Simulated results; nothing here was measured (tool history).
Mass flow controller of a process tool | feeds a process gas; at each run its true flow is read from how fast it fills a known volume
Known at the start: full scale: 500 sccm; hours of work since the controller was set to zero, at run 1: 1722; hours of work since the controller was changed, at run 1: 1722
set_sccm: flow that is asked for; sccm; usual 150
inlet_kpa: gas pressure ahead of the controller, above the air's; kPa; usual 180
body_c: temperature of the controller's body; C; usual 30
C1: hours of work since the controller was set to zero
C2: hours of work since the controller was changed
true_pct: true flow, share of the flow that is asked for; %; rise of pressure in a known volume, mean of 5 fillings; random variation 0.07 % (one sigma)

{"run": 1, "hour": 0.0, "set_sccm": 150, "inlet_kpa": 180, "body_c": 30, "C1": 1722, "C2": 1722, "true_pct": 99.5}
{"run": 2, "hour": 42.8, "set_sccm": 150, "inlet_kpa": 180, "body_c": 30, "C1": 1745, "C2": 1745, "true_pct": 99.56}
{"run": 3, "hour": 136.2, "set_sccm": 150, "inlet_kpa": 180, "body_c": 30, "C1": 1794, "C2": 1794, "true_pct": 99.66}
{"run": 4, "hour": 177.7, "set_sccm": 79, "inlet_kpa": 180, "body_c": 30, "C1": 1816, "C2": 1816, "true_pct": 100.76}
{"run": 5, "hour": 268.5, "set_sccm": 471, "inlet_kpa": 180, "body_c": 30, "C1": 1864, "C2": 1864, "true_pct": 100.31}
{"run": 6, "hour": 351.6, "set_sccm": 471, "inlet_kpa": 180, "body_c": 30, "C1": 1908, "C2": 1908, "true_pct": 100.37}
{"run": 7, "hour": 416.0, "set_sccm": 150, "inlet_kpa": 180, "body_c": 30, "C1": 1942, "C2": 1942, "true_pct": 99.72}
{"run": 8, "hour": 490.6, "set_sccm": 150, "inlet_kpa": 180, "body_c": 30, "C1": 1981, "C2": 1981, "true_pct": 99.72}
{"run": 9, "hour": 573.6, "set_sccm": 280, "inlet_kpa": 180, "body_c": 30, "C1": 2025, "C2": 2025, "true_pct": 99.82}
{"run": 10, "hour": 667.0, "set_sccm": 150, "inlet_kpa": 143, "body_c": 30, "C1": 2074, "C2": 2074, "true_pct": 99.66}
{"run": 11, "hour": 724.9, "set_sccm": 150, "inlet_kpa": 143, "body_c": 30, "C1": 2105, "C2": 2105, "true_pct": 99.87}
{"run": 12, "hour": 792.3, "set_sccm": 150, "inlet_kpa": 143, "body_c": 30, "C1": 2140, "C2": 2140, "true_pct": 99.77}
{"run": 13, "hour": 877.9, "set_sccm": 150, "inlet_kpa": 143, "body_c": 30, "C1": 2185, "C2": 2185, "true_pct": 99.84}
{"run": 14, "hour": 921.9, "set_sccm": 150, "inlet_kpa": 143, "body_c": 30, "C1": 2208, "C2": 2208, "true_pct": 100}
{"run": 15, "hour": 991.7, "set_sccm": 150, "inlet_kpa": 143, "body_c": 30, "C1": 2245, "C2": 2245, "true_pct": 99.95}
{"run": 16, "hour": 1042.6, "set_sccm": 150, "inlet_kpa": 143, "body_c": 30, "C1": 2272, "C2": 2272, "true_pct": 100.03}
{"run": 17, "hour": 1114.8, "set_sccm": 275, "inlet_kpa": 143, "body_c": 30, "C1": 2310, "C2": 2310, "true_pct": 99.66}
{"run": 18, "hour": 1188.1, "set_sccm": 275, "inlet_kpa": 143, "body_c": 30, "C1": 2349, "C2": 2349, "true_pct": 99.8}
{"run": 19, "hour": 1238.6, "set_sccm": 120, "inlet_kpa": 143, "body_c": 30, "C1": 2376, "C2": 2376, "true_pct": 100.36}
{"run": 20, "hour": 1316.4, "set_sccm": 150, "inlet_kpa": 180, "body_c": 27, "C1": 2417, "C2": 2417, "true_pct": 100.41}
{"run": 21, "hour": 1356.4, "set_sccm": 150, "inlet_kpa": 180, "body_c": 27, "C1": 2438, "C2": 2438, "true_pct": 100.56}
{"run": 22, "hour": 1449.0, "set_sccm": 150, "inlet_kpa": 180, "body_c": 27, "C1": 2486, "C2": 2486, "true_pct": 100.63}
{"run": 23, "hour": 1532.1, "set_sccm": 150, "inlet_kpa": 180, "body_c": 27, "C1": 2530, "C2": 2530, "true_pct": 100.79}
{"run": 24, "hour": 1590.0, "set_sccm": 150, "inlet_kpa": 180, "body_c": 27, "C1": 2561, "C2": 2561, "true_pct": 100.63}
{"run": 25, "hour": 1651.9, "set_sccm": 175, "inlet_kpa": 273, "body_c": 24, "C1": 2593, "C2": 2593, "true_pct": 101.19}
{"run": 26, "hour": 1706.7, "set_sccm": 175, "inlet_kpa": 273, "body_c": 24, "C1": 2622, "C2": 2622, "true_pct": 101.35}
{"run": 27, "hour": 1751.7, "set_sccm": 367, "inlet_kpa": 180, "body_c": 37, "C1": 2646, "C2": 2646, "true_pct": 99.72}
{"run": 28, "hour": 1816.5, "set_sccm": 376, "inlet_kpa": 180, "body_c": 28, "C1": 2680, "C2": 2680, "true_pct": 100.67}
{"run": 29, "hour": 1907.0, "set_sccm": 150, "inlet_kpa": 152, "body_c": 30, "C1": 2728, "C2": 2728, "true_pct": 100.44}
{"run": 30, "hour": 2002.1, "set_sccm": 310, "inlet_kpa": 185, "body_c": 26, "C1": 2778, "C2": 2778, "true_pct": 100.76}
{"run": 31, "hour": 2055.8, "set_sccm": 310, "inlet_kpa": 185, "body_c": 26, "C1": 2806, "C2": 2806, "true_pct": 100.67}
{"hour": 2064.5, "done": "controller's zero set anew"}
{"run": 32, "hour": 2146.3, "set_sccm": 416, "inlet_kpa": 155, "body_c": 32, "C1": 43, "C2": 2854, "true_pct": 100.58}
{"run": 33, "hour": 2226.1, "set_sccm": 416, "inlet_kpa": 155, "body_c": 32, "C1": 85, "C2": 2896, "true_pct": 100.71}
{"run": 34, "hour": 2273.6, "set_sccm": 150, "inlet_kpa": 253, "body_c": 30, "C1": 110, "C2": 2921, "true_pct": 101.81}
{"hour": 2296.0, "done": "controller's zero set anew, once more"}
{"run": 35, "hour": 2346.4, "set_sccm": 150, "inlet_kpa": 253, "body_c": 30, "C1": 27, "C2": 2959, "true_pct": 98.9}
{"run": 36, "hour": 2432.9, "set_sccm": 150, "inlet_kpa": 253, "body_c": 30, "C1": 72, "C2": 3005, "true_pct": 98.94}
{"run": 37, "hour": 2497.5, "set_sccm": 150, "inlet_kpa": 180, "body_c": 27, "C1": 106, "C2": 3039, "true_pct": 99.09}
{"run": 38, "hour": 2589.9, "set_sccm": 150, "inlet_kpa": 180, "body_c": 30, "C1": 155, "C2": 3088, "true_pct": 98.76}
{"run": 39, "hour": 2674.8, "set_sccm": 150, "inlet_kpa": 180, "body_c": 30, "C1": 200, "C2": 3132, "true_pct": 98.71}
{"run": 40, "hour": 2769.2, "set_sccm": 483, "inlet_kpa": 172, "body_c": 30, "C1": 250, "C2": 3182, "true_pct": 100.38}
{"run": 41, "hour": 2859.8, "set_sccm": 57, "inlet_kpa": 172, "body_c": 30, "C1": 297, "C2": 3230, "true_pct": 98.83}
{"run": 42, "hour": 2910.6, "set_sccm": 57, "inlet_kpa": 172, "body_c": 30, "C1": 324, "C2": 3257, "true_pct": 99.02}
{"run": 43, "hour": 2956.6, "set_sccm": 150, "inlet_kpa": 157, "body_c": 26, "C1": 348, "C2": 3281, "true_pct": 99.16}
{"run": 44, "hour": 3002.5, "set_sccm": 144, "inlet_kpa": 206, "body_c": 21, "C1": 373, "C2": 3305, "true_pct": 99.85}
{"run": 45, "hour": 3094.0, "set_sccm": 286, "inlet_kpa": 222, "body_c": 32, "C1": 421, "C2": 3353, "true_pct": 99.44}
{"run": 46, "hour": 3186.9, "set_sccm": 446, "inlet_kpa": 199, "body_c": 27, "C1": 470, "C2": 3402, "true_pct": 100.56}
{"run": 47, "hour": 3263.7, "set_sccm": 121, "inlet_kpa": 258, "body_c": 37, "C1": 510, "C2": 3443, "true_pct": 98.59}
{"run": 48, "hour": 3317.7, "set_sccm": 150, "inlet_kpa": 239, "body_c": 28, "C1": 539, "C2": 3471, "true_pct": 99.52}

Forecast each of these 4 alternatives for the next run:
{"run": "A", "hour": 3360.9, "set_sccm": 209, "inlet_kpa": 238, "body_c": 28, "C1": 562, "C2": 3494, "true_pct": "?"}
{"run": "B", "hour": 3360.9, "set_sccm": 150, "inlet_kpa": 159, "body_c": 30, "C1": 562, "C2": 3494, "true_pct": "?"}
{"run": "C", "hour": 3360.9, "set_sccm": 350, "inlet_kpa": 216, "body_c": 31, "C1": 562, "C2": 3494, "true_pct": "?"}
{"run": "D", "hour": 3360.9, "set_sccm": 345, "inlet_kpa": 182, "body_c": 33, "C1": 562, "C2": 3494, "true_pct": "?"}

run=A true_pct=99.61
run=B true_pct=99.07
run=C true_pct=99.91
run=D true_pct=99.54
Without the tool's hidden state the same runs would have given:
run=A true_pct=98.3
run=B true_pct=97.61
run=C true_pct=98.76
run=D true_pct=98.39

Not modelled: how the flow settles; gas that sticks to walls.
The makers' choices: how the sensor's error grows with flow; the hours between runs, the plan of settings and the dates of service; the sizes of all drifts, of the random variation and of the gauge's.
